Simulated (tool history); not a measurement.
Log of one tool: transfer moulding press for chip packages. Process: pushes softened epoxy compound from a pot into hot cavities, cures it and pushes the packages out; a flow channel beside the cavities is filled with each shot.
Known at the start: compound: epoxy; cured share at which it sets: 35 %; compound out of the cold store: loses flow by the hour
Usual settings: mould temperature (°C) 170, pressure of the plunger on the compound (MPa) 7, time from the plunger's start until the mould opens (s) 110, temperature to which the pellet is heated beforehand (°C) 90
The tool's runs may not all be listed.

run     day  mould temperature (°C)  pressure of the plunger on the compound (MPa)  time from the plunger's start until the mould opens (s)  temperature to which the pellet is heated beforehand (°C)  incoming compound's hours out of the cold store  length that the compound runs in the flow channel (mm)  greatest force on the pins that push the packages out (N)
  1       0                     170                                              7                                                      110                                                         90                                             19.7                                                     515                                                        943
  2   1.108                     177                                              7                                                      110                                                         90                                              9.6                                                     523                                                        548
  3   3.038                     170                                              7                                                      120                                                         90                                             37.9                                                     465                                                        733
  4   4.821                     170                                           5.33                                                      110                                                         90                                             31.4                                                     417                                                        494
  5   5.958                     170                                              7                                                      110                                                         90                                             38.2                                                     463                                                        654
  6   7.029                     170                                           7.83                                                      110                                                         90                                             38.2                                                     518                                                        727
  7   7.833                     170                                           6.48                                                      110                                                         90                                             33.1                                                     484                                                        836
  8   9.021                     170                                           6.48                                                      110                                                         90                                               10                                                     542                                                        895
  9   9.979                     170                                              7                                                      110                                                         90                                               12                                                     559                                                        605
 10  11.804                     170                                              7                                                      110                                                         90                                               38                                                     490                                                        751
 11  12.675                     170                                              7                                                      109                                                         90                                              9.1                                                     566                                                        841
 12  13.925                     170                                              7                                                      109                                                         90                                             20.4                                                     532                                                        502
 13  15.242                     170                                              7                                                      109                                                         90                                             17.4                                                     538                                                        715
 14  16.721                     170                                              7                                                      109                                                         90                                             21.8                                                     521                                                        826
 15  17.954                     163                                           5.86                                                       97                                                         91                                             31.1                                                     468                                                       1669
 16  19.071                     170                                            7.9                                                      110                                                         88                                             38.9                                                     508                                                        557
 17  20.362                     170                                           7.02                                                      110                                                         93                                             18.3                                                     532                                                        707
 18  21.567                     170                                           7.02                                                      110                                                         93                                             33.6                                                     483                                                        758
 19  23.392                     176                                           7.02                                                      110                                                         93                                             25.9                                                     495                                                        481
 20  24.542                     175                                            6.4                                                       95                                                         87                                               33                                                     451                                                        673
 21  25.775                     164                                           8.49                                                       95                                                         85                                             21.9                                                     576                                                       1653
 22  26.521                     174                                           5.76                                                       95                                                         85                                             19.4                                                     462                                                        842
 23  28.525                     168                                              7                                                       98                                                         90                                             33.1                                                     487                                                        781
 24  30.067                     168                                              7                                                       98                                                         90                                             46.2                                                     453                                                        964
 25  31.429                     173                                            6.3                                                      123                                                         93                                             12.5                                                     498                                                        712
 26   32.45                     173                                            6.3                                                      123                                                         93                                             33.1                                                     448                                                        438
 27  33.792                     173                                            6.3                                                      123                                                         93                                               35                                                     465                                                        582
 28  35.246                     173                                            6.3                                                      123                                                         93                                             29.7                                                     473                                                        685

Not shown: 12 entries that the log had between the listed runs. Between which runs, and how does the tool's hidden state differ before and after?
Between runs 1 and 2: cavities cleaned with cleaning compound and waxed (day 0.233)
  true mould temperature over the reading, C: -0.72 -> -0.73; pressure that reaches the compound, % of what is set: 91.28 -> 90.83; grip of the stained cavities, % over clean ones': 86.6 -> 34.4
  measured less the result without the state, length that the compound runs in the flow channel (mm): -22 -> -24; greatest force on the pins that push the packages out (N): +456 -> +144
Between runs 2 and 3: mould's thermocouples calibrated (day 1.938)
  true mould temperature over the reading, C: -0.73 -> -0.06; pressure that reaches the compound, % of what is set: 90.83 -> 90.06; grip of the stained cavities, % over clean ones': 34.4 -> 68.7
  measured less the result without the state, length that the compound runs in the flow channel (mm): -24 -> -25; greatest force on the pins that push the packages out (N): +144 -> +299
Between runs 3 and 4: cavities cleaned with cleaning compound and waxed (day 4.821)
  true mould temperature over the reading, C: -0.06 -> -0.08; pressure that reaches the compound, % of what is set: 90.06 -> 89.32; grip of the stained cavities, % over clean ones': 68.7 -> 4.5
  measured less the result without the state, length that the compound runs in the flow channel (mm): -25 -> -24; greatest force on the pins that push the packages out (N): +299 -> +22
Between runs 5 and 6: plunger's sealing rings changed (day 6.504)
  true mould temperature over the reading, C: -0.09 -> -0.1; pressure that reaches the compound, % of what is set: 88.81 -> 99.53; grip of the stained cavities, % over clean ones': 41.2 -> 61.3
  measured less the result without the state, length that the compound runs in the flow channel (mm): -28 -> -1; greatest force on the pins that push the packages out (N): +191 -> +281
Between runs 8 and 9: cavities cleaned with cleaning compound and waxed (day 9.438)
  true mould temperature over the reading, C: -0.13 -> -0.14; pressure that reaches the compound, % of what is set: 98.72 -> 98.36; grip of the stained cavities, % over clean ones': 83.6 -> 21.7
  measured less the result without the state, length that the compound runs in the flow channel (mm): -3 -> -4; greatest force on the pins that push the packages out (N): +410 -> +111
Between runs 11 and 12: cavities cleaned with cleaning compound and waxed (day 13.925)
  true mould temperature over the reading, C: -0.17 -> -0.19; pressure that reaches the compound, % of what is set: 97.29 -> 96.79; grip of the stained cavities, % over clean ones': 74.6 -> 3.6
  measured less the result without the state, length that the compound runs in the flow channel (mm): -7 -> -9; greatest force on the pins that push the packages out (N): +362 -> +21
Between runs 15 and 16: cavities cleaned with cleaning compound and waxed (day 18.525)
  true mould temperature over the reading, C: -0.23 -> -0.25; pressure that reaches the compound, % of what is set: 95.01 -> 94.6; grip of the stained cavities, % over clean ones': 81.4 -> 22.7
  measured less the result without the state, length that the compound runs in the flow channel (mm): -12 -> -14; greatest force on the pins that push the packages out (N): +766 -> +107
Between runs 18 and 19: cavities cleaned with cleaning compound and waxed (day 23.083)
  true mould temperature over the reading, C: -0.28 -> -0.3; pressure that reaches the compound, % of what is set: 93.58 -> 92.83; grip of the stained cavities, % over clean ones': 70.1 -> 15.6
  measured less the result without the state, length that the compound runs in the flow channel (mm): -15 -> -18; greatest force on the pins that push the packages out (N): +317 -> +66
Between runs 22 and 23: mould's thermocouples calibrated (day 26.758); cavities cleaned with cleaning compound and waxed (day 27.742)
  true mould temperature over the reading, C: -0.34 -> 0.04; pressure that reaches the compound, % of what is set: 91.45 -> 90.59; grip of the stained cavities, % over clean ones': 77.5 -> 26.6
  measured less the result without the state, length that the compound runs in the flow channel (mm): -21 -> -25; greatest force on the pins that push the packages out (N): +375 -> +163
Between runs 25 and 26: cavities cleaned with cleaning compound and waxed (day 32.304)
  true mould temperature over the reading, C: 0 -> -0.01; pressure that reaches the compound, % of what is set: 89.27 -> 88.9; grip of the stained cavities, % over clean ones': 77.3 -> 6.8
  measured less the result without the state, length that the compound runs in the flow channel (mm): -28 -> -27; greatest force on the pins that push the packages out (N): +311 -> +28
Between runs 26 and 27: plunger's sealing rings changed (day 33.275)
  true mould temperature over the reading, C: -0.01 -> -0.02; pressure that reaches the compound, % of what is set: 88.9 -> 98.94; grip of the stained cavities, % over clean ones': 6.8 -> 45.4
  measured less the result without the state, length that the compound runs in the flow channel (mm): -27 -> -3; greatest force on the pins that push the packages out (N): +28 -> +183
